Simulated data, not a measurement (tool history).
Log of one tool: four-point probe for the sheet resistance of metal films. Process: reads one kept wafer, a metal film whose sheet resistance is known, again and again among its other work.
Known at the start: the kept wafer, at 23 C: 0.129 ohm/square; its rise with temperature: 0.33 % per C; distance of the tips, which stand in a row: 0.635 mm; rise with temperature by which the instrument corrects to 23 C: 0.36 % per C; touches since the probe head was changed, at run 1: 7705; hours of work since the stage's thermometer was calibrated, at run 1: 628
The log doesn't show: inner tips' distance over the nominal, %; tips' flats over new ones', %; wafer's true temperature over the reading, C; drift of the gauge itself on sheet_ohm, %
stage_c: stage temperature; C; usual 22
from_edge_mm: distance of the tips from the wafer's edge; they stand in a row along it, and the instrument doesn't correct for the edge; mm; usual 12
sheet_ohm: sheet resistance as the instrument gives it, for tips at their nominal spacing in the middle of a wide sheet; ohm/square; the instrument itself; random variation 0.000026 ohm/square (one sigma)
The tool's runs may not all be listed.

run	hour	stage_c	from_edge_mm	touches since the probe head was changed	hours of work since the stage's thermometer was calibrated	sheet_ohm
1	0	22	12	7705	628	0.129326
2	8.6	22	12	7998	633	0.129258
3	21.9	22	9	8450	640	0.129475
4	30.3	22	12	8736	644	0.129297
5	45.4	22	12	9251	652	0.129319
6	57.7	22	12	9671	658	0.12932
7	65.8	22	12	9944	662	0.129327
8	77.1	22	12	10331	668	0.129247
9	86.6	22	12	10652	673	0.129284
10	98.2	22	12	11048	678	0.129284
11	105.5	22	12	11297	682	0.12928
12	112	25	12	11518	685	0.129153
13	120.7	22	12	11815	690	0.129302
14	130.6	22	12	12153	695	0.129285
15	143.2	22	12	12582	701	0.12926
16	154.6	21	11	12967	707	0.129345
17	168.9	28	12	13456	714	0.129079
18	181.7	31	3	13893	721	0.131753
19	190.9	31	3	14204	726	0.13183
20	200.3	34	11	14526	730	0.12889
21	209.2	23	39	14829	735	0.129005
22	217.9	22	69	15124	739	0.12906
23	229.7	22	6	15525	745	0.129839
24	240.6	23	4	15897	751	0.130721
25	249.4	23	30	16198	755	0.129033
26	263.5	29	26	16676	763	0.128804
27	274.4	29	26	17049	768	0.128799
28	289.4	27	18	17558	776	0.128956
29	300	24	4	17919	781	0.130641
30	310.6	24	4	18279	787	0.130689

Some steps in sheet_ohm between neighbouring runs. How much of each would the tool show without its hidden state too (settings, what came in, random variation), and how much is left for the hidden state, with any gauge scatter that isn't in both results?
Run 4 -> 5: no setting changed, nothing entered. sheet_ohm +0.000022 ohm/square: hidden state -0.000006, all else +0.000028.
Run 14 -> 15: no setting changed, nothing entered. sheet_ohm -0.000025 ohm/square: hidden state -0.000006, all else -0.000019.
Run 17 -> 18: stage_c 28 -> 31, from_edge_mm 12 -> 3. sheet_ohm +0.002674 ohm/square: hidden state -0.000005, all else +0.002679.
Run 19 -> 20: stage_c 31 -> 34, from_edge_mm 3 -> 11. sheet_ohm -0.00294 ohm/square: hidden state -0.000003, all else -0.002937.
Run 24 -> 25: from_edge_mm 4 -> 30. sheet_ohm -0.001688 ohm/square: hidden state -0.000003, all else -0.001685.
Run 27 -> 28: stage_c 29 -> 27, from_edge_mm 26 -> 18. sheet_ohm +0.000157 ohm/square: hidden state -0.000007, all else +0.000164.
